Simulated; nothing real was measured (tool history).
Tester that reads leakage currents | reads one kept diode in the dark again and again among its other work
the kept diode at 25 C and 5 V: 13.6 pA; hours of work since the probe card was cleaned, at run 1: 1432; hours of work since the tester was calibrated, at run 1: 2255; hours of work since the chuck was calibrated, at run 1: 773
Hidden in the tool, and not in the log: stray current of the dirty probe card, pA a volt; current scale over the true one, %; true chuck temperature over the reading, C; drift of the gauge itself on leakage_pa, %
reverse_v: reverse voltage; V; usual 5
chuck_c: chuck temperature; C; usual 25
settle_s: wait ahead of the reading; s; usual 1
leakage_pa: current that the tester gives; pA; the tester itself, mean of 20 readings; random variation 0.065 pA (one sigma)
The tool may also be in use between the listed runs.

run    hour  reverse_v  chuck_c  settle_s  hours of work since the probe card was cleaned  hours of work since the tester was calibrated  hours of work since the chuck was calibrated  leakage_pa
  1       0          5       25         1                                            1432                                           2255                                           773       21.81
  2   108.3          5       25         1                                            1478                                           2301                                           819       22.26
  3   242.4          5       25         1                                            1535                                           2358                                           876       22.54
      295.9  -- tester calibrated
  4   361.7          5       25         1                                            1585                                             28                                           926       23.26
      402.8  -- probe card cleaned and baked
      404.8  -- chuck's temperature calibrated
  5   447.4          5       25         1                                              18                                             62                                            18       14.33
  6   525.7          5       25         1                                              51                                             95                                            51       14.48
  7   589.7          5       25         1                                              79                                            123                                            79        14.7
  8   678.1          5       25         1                                             116                                            160                                           116       14.88
  9   779.8          5       25         1                                             159                                            203                                           159       15.17
 10   907.2          5       25         1                                             213                                            257                                           213       15.54
 11  1001.8          5       25         1                                             254                                            298                                           254       15.74
 12  1092.4          5       22      2.21                                             292                                            336                                           292       12.99
 13  1204.2          5       22      2.21                                             339                                            384                                           339       13.33
 14    1324          5       22      2.21                                             390                                            434                                           390       13.76
 15  1442.5          5       22      2.21                                             441                                            485                                           441          14
 16  1539.5          5       22      2.21                                             482                                            526                                           482       14.31
 17  1661.4          5       22      2.21                                             534                                            578                                           534       14.51
 18  1730.8          5       22      2.21                                             563                                            607                                           563       14.69
 19  1819.5          5       22      2.21                                             601                                            645                                           601       14.92
 20  1881.2          5       22      2.21                                             627                                            671                                           627       15.27
 21  1956.4          5       38      0.86                                             659                                            703                                           659       39.33
 22  2058.2          5       23      0.57                                             702                                            746                                           702       16.93

Forecast each of these 4 alternatives for the next run:
  A  2181.1          5       35      9.09                                             754                                            798                                           754           ?
  B  2181.1       9.93       23      0.57                                             754                                            798                                           754           ?
  C  2181.1       7.27       58      9.23                                             754                                            798                                           754           ?
  D  2181.1       1.16       23      1.24                                             754                                            798                                           754           ?

run  leakage_pa
  A       33.05
  B       27.29
  C      154.91
  D        7.16
Without the tool's hidden state the same runs would have given:
run  leakage_pa
  A       27.53
  B       18.08
  C      142.94
  D        5.87

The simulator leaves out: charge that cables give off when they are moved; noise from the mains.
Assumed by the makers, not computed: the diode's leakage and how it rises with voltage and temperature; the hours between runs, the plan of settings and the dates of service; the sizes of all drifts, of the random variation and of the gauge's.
